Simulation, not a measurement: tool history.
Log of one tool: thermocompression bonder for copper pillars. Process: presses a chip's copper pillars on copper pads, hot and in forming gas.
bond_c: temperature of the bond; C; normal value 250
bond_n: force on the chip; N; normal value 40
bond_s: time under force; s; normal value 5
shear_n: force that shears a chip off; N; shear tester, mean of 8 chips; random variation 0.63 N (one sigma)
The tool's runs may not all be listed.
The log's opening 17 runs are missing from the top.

run	day	bond_c	bond_n	bond_s	hours of work since the heater was calibrated	hours of work since the force cell was calibrated	hours of work since the gas filter was changed	shear_n
18	8.467	250	40	5	17	641	128	74.6
19	8.892	250	40	7	24	649	135	83.2
20	9.600	250	40	7	37	662	148	82.9
21	10.017	250	40	7	45	669	156	82.1
22	10.442	250	40	7	53	677	164	82.8
23	11.033	279	33	5	63	688	175	85.9
24	11.658	242	28	5	75	699	186	56.5
25	12.433	244	32	4	89	714	200	56.7
26	12.950	244	32	4	98	723	209	56.8
27	13.500	251	40	5	108	733	220	74.3
28	13.883	240	51	5	115	740	226	76.5
29	14.412	265	27	3	125	750	236	56.7
30	15.175	279	24	5	139	764	250	71.8
31	15.896	222	25	4	152	777	263	36.7
32	16.408	222	25	4	162	786	273	37.0
33	16.808	222	25	4	169	793	280	36.4
34	17.458	222	25	4	181	805	292	36.4
35	18.004	249	25	4	191	815	302	50.0
36	18.662	250	58	15	203	827	314	110.1
37	19.371	250	58	5	216	840	327	85.8
38	20.017	258	40	6	227	852	338	81.4
39	20.633	278	29	14	239	863	350	101.5

Forecast each of these 5 alternatives for the next run:
A	21.054	274	35	14	246	871	357	?
B	21.054	278	55	8	246	871	357	?
C	21.054	250	34	5	246	871	357	?
D	21.054	278	29	6	246	871	357	?
E	21.054	266	28	14	246	871	357	?

run	shear_n
A	106.2
B	109.7
C	65.1
D	81.2
E	90.7
With no hidden state in the tool, these same runs would have given:
run	shear_n
A	113.0
B	116.6
C	70.1
D	86.9
E	97.0
